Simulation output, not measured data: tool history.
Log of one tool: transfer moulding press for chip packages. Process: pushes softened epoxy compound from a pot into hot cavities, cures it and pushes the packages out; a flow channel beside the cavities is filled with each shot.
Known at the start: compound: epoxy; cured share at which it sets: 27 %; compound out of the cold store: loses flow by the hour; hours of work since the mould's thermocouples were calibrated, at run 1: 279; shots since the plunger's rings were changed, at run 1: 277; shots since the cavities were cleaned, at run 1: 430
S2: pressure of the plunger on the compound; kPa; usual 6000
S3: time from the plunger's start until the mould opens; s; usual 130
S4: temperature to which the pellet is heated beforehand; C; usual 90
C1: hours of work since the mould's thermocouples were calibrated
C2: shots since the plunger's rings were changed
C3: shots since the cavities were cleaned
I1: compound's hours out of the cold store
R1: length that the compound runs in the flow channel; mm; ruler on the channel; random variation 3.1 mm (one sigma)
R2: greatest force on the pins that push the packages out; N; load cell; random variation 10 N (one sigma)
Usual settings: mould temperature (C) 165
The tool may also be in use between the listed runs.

{"run": 1, "hour": 0.0, "mould temperature (C)": 165, "S2": 6000, "S3": 130, "S4": 90, "C1": 279, "C2": 277, "C3": 430, "I1": 30.7, "R1": 601, "R2": 461}
{"run": 2, "hour": 15.6, "mould temperature (C)": 165, "S2": 6000, "S3": 130, "S4": 90, "C1": 288, "C2": 416, "C3": 569, "I1": 18.5, "R1": 660, "R2": 482}
{"hour": 23.5, "done": "cavities cleaned with cleaning compound and waxed"}
{"run": 3, "hour": 28.2, "mould temperature (C)": 165, "S2": 6000, "S3": 130, "S4": 90, "C1": 295, "C2": 515, "C3": 42, "I1": 45.3, "R1": 535, "R2": 458}
{"run": 4, "hour": 37.0, "mould temperature (C)": 165, "S2": 6000, "S3": 130, "S4": 90, "C1": 300, "C2": 592, "C3": 119, "I1": 8.5, "R1": 705, "R2": 468}
{"run": 5, "hour": 47.5, "mould temperature (C)": 169, "S2": 6000, "S3": 130, "S4": 90, "C1": 306, "C2": 686, "C3": 213, "I1": 12.7, "R1": 677, "R2": 440}
{"hour": 58.6, "done": "mould's thermocouples calibrated"}
{"run": 6, "hour": 58.6, "mould temperature (C)": 169, "S2": 6000, "S3": 130, "S4": 90, "C1": 0, "C2": 766, "C3": 293, "I1": 26, "R1": 615, "R2": 448}
{"run": 7, "hour": 69.7, "mould temperature (C)": 169, "S2": 6000, "S3": 130, "S4": 90, "C1": 7, "C2": 865, "C3": 392, "I1": 22.5, "R1": 624, "R2": 466}
{"run": 8, "hour": 84.0, "mould temperature (C)": 165, "S2": 6000, "S3": 130, "S4": 90, "C1": 15, "C2": 992, "C3": 519, "I1": 44.3, "R1": 545, "R2": 467}
{"run": 9, "hour": 93.2, "mould temperature (C)": 165, "S2": 6000, "S3": 130, "S4": 90, "C1": 20, "C2": 1074, "C3": 601, "I1": 32.6, "R1": 595, "R2": 467}
{"hour": 96.5, "done": "cavities cleaned with cleaning compound and waxed"}
{"run": 10, "hour": 105.3, "mould temperature (C)": 165, "S2": 6000, "S3": 130, "S4": 90, "C1": 27, "C2": 1168, "C3": 78, "I1": 20.3, "R1": 650, "R2": 475}
{"run": 11, "hour": 120.7, "mould temperature (C)": 165, "S2": 6000, "S3": 130, "S4": 90, "C1": 36, "C2": 1305, "C3": 215, "I1": 42, "R1": 552, "R2": 453}
{"run": 12, "hour": 129.5, "mould temperature (C)": 165, "S2": 6000, "S3": 130, "S4": 90, "C1": 41, "C2": 1383, "C3": 293, "I1": 46.5, "R1": 539, "R2": 474}
{"run": 13, "hour": 148.9, "mould temperature (C)": 165, "S2": 6000, "S3": 130, "S4": 90, "C1": 52, "C2": 1555, "C3": 465, "I1": 29.4, "R1": 606, "R2": 466}
{"run": 14, "hour": 165.8, "mould temperature (C)": 165, "S2": 6000, "S3": 130, "S4": 90, "C1": 62, "C2": 1705, "C3": 615, "I1": 29, "R1": 609, "R2": 458}
{"hour": 168.5, "done": "cavities cleaned with cleaning compound and waxed"}
{"run": 15, "hour": 177.1, "mould temperature (C)": 165, "S2": 6000, "S3": 130, "S4": 90, "C1": 68, "C2": 1792, "C3": 77, "I1": 18.7, "R1": 657, "R2": 481}
{"run": 16, "hour": 190.1, "mould temperature (C)": 165, "S2": 6820, "S3": 146, "S4": 96, "C1": 76, "C2": 1907, "C3": 192, "I1": 26.9, "R1": 657, "R2": 466}
{"run": 17, "hour": 209.1, "mould temperature (C)": 165, "S2": 6820, "S3": 146, "S4": 96, "C1": 87, "C2": 2076, "C3": 361, "I1": 37.1, "R1": 611, "R2": 458}
{"run": 18, "hour": 222.2, "mould temperature (C)": 165, "S2": 5390, "S3": 130, "S4": 92, "C1": 95, "C2": 2193, "C3": 478, "I1": 21.8, "R1": 608, "R2": 478}
{"run": 19, "hour": 234.0, "mould temperature (C)": 162, "S2": 6830, "S3": 130, "S4": 92, "C1": 101, "C2": 2297, "C3": 582, "I1": 41.5, "R1": 602, "R2": 488}
{"hour": 240.1, "done": "cavities cleaned with cleaning compound and waxed"}
{"run": 20, "hour": 249.5, "mould temperature (C)": 162, "S2": 6830, "S3": 130, "S4": 92, "C1": 110, "C2": 2422, "C3": 84, "I1": 40.2, "R1": 608, "R2": 477}
{"run": 21, "hour": 268.7, "mould temperature (C)": 165, "S2": 6000, "S3": 114, "S4": 90, "C1": 121, "C2": 2592, "C3": 254, "I1": 37.8, "R1": 571, "R2": 502}
{"run": 22, "hour": 281.6, "mould temperature (C)": 165, "S2": 6000, "S3": 114, "S4": 90, "C1": 129, "C2": 2707, "C3": 369, "I1": 34.4, "R1": 585, "R2": 495}
{"run": 23, "hour": 291.1, "mould temperature (C)": 165, "S2": 7430, "S3": 127, "S4": 90, "C1": 134, "C2": 2792, "C3": 454, "I1": 13.7, "R1": 762, "R2": 475}
{"hour": 312.5, "done": "cavities cleaned with cleaning compound and waxed"}
{"run": 24, "hour": 312.6, "mould temperature (C)": 165, "S2": 5780, "S3": 113, "S4": 90, "C1": 146, "C2": 2969, "C3": 1, "I1": 8.3, "R1": 695, "R2": 529}
{"run": 25, "hour": 323.3, "mould temperature (C)": 165, "S2": 5780, "S3": 113, "S4": 90, "C1": 152, "C2": 3064, "C3": 96, "I1": 9.5, "R1": 688, "R2": 514}
{"run": 26, "hour": 337.8, "mould temperature (C)": 159, "S2": 6000, "S3": 130, "S4": 92, "C1": 161, "C2": 3193, "C3": 225, "I1": 9, "R1": 727, "R2": 587}
{"run": 27, "hour": 355.6, "mould temperature (C)": 159, "S2": 6000, "S3": 130, "S4": 92, "C1": 171, "C2": 3351, "C3": 383, "I1": 35.5, "R1": 590, "R2": 535}
{"run": 28, "hour": 374.4, "mould temperature (C)": 163, "S2": 6000, "S3": 130, "S4": 90, "C1": 182, "C2": 3517, "C3": 549, "I1": 10.8, "R1": 708, "R2": 492}

4 ways to go on from here, each from the tool as it stands after run 28. What would each give?
{"hour": 384.3, "done": "cavities cleaned with cleaning compound and waxed"}
{"run": "A", "hour": 392.1, "mould temperature (C)": 166, "S2": 6000, "S3": 164, "S4": 90, "C1": 192, "C2": 3661, "C3": 69, "I1": 42.3, "R1": "?", "R2": "?"}
{"hour": 384.3, "done": "cavities cleaned with cleaning compound and waxed"}
{"run": "B", "hour": 392.1, "mould temperature (C)": 165, "S2": 6000, "S3": 164, "S4": 90, "C1": 192, "C2": 3661, "C3": 69, "I1": 27.8, "R1": "?", "R2": "?"}
{"hour": 384.3, "done": "cavities cleaned with cleaning compound and waxed"}
{"run": "C", "hour": 392.1, "mould temperature (C)": 165, "S2": 5080, "S3": 130, "S4": 90, "C1": 192, "C2": 3661, "C3": 69, "I1": 22.1, "R1": "?", "R2": "?"}
{"hour": 384.3, "done": "cavities cleaned with cleaning compound and waxed"}
{"run": "D", "hour": 392.1, "mould temperature (C)": 163, "S2": 5690, "S3": 130, "S4": 90, "C1": 192, "C2": 3661, "C3": 69, "I1": 40.3, "R1": "?", "R2": "?"}

run=A R1=551 R2=452
run=B R1=616 R2=453
run=C R1=587 R2=451
run=D R1=557 R2=487
Without the tool's hidden state the same runs would have given:
run=A R1=552 R2=451
run=B R1=617 R2=452
run=C R1=587 R2=450
run=D R1=557 R2=486
